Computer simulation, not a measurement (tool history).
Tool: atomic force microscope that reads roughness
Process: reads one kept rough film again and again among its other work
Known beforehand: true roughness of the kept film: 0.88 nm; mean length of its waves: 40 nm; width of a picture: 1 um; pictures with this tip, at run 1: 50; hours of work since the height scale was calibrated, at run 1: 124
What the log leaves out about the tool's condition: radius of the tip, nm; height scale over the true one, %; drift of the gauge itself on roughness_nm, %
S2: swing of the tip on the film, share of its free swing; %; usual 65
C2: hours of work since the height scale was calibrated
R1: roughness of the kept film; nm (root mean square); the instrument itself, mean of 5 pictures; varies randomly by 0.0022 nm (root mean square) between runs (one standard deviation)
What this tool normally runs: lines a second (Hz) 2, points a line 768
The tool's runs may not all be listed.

run 1 hour=0 | lines_a_second_(Hz)=2 S2=65 points_a_line=768 | pictures_with_this_tip=50 C2=124 | R1=0.813
run 2 hour=38.7 | lines_a_second_(Hz)=2 S2=65 points_a_line=470 | pictures_with_this_tip=123 C2=150 | R1=0.818
run 3 hour=57.5 | lines_a_second_(Hz)=2 S2=65 points_a_line=470 | pictures_with_this_tip=158 C2=164 | R1=0.814
run 4 hour=93.2 | lines_a_second_(Hz)=2 S2=65 points_a_line=470 | pictures_with_this_tip=225 C2=188 | R1=0.812
run 5 hour=134.9 | lines_a_second_(Hz)=0.54 S2=65 points_a_line=768 | pictures_with_this_tip=303 C2=217 | R1=0.843
-- hour=168.7 new tip fitted
run 6 hour=175.8 | lines_a_second_(Hz)=0.54 S2=65 points_a_line=768 | pictures_with_this_tip=13 C2=245 | R1=0.856
run 7 hour=217.4 | lines_a_second_(Hz)=1.63 S2=65 points_a_line=768 | pictures_with_this_tip=91 C2=274 | R1=0.825
run 8 hour=259.2 | lines_a_second_(Hz)=1.63 S2=65 points_a_line=768 | pictures_with_this_tip=169 C2=303 | R1=0.821
-- hour=263 height scale calibrated on a step standard
run 9 hour=295.7 | lines_a_second_(Hz)=1.63 S2=65 points_a_line=768 | pictures_with_this_tip=236 C2=23 | R1=0.823
run 10 hour=323.9 | lines_a_second_(Hz)=1.63 S2=65 points_a_line=768 | pictures_with_this_tip=288 C2=42 | R1=0.819
run 11 hour=351.4 | lines_a_second_(Hz)=1.63 S2=65 points_a_line=768 | pictures_with_this_tip=340 C2=61 | R1=0.813
-- hour=365.7 new tip fitted
run 12 hour=378.4 | lines_a_second_(Hz)=0.96 S2=71 points_a_line=954 | pictures_with_this_tip=23 C2=80 | R1=0.84

Forecast run 13:
run 13 hour=421 | lines_a_second_(Hz)=0.96 S2=71 points_a_line=954 | pictures_with_this_tip=103 C2=109 | R1=?

{"run 13": {"R1": 0.833}}
The same run, on a tool lacking any hidden state, would have yielded R1 0.836 nm (root mean square).
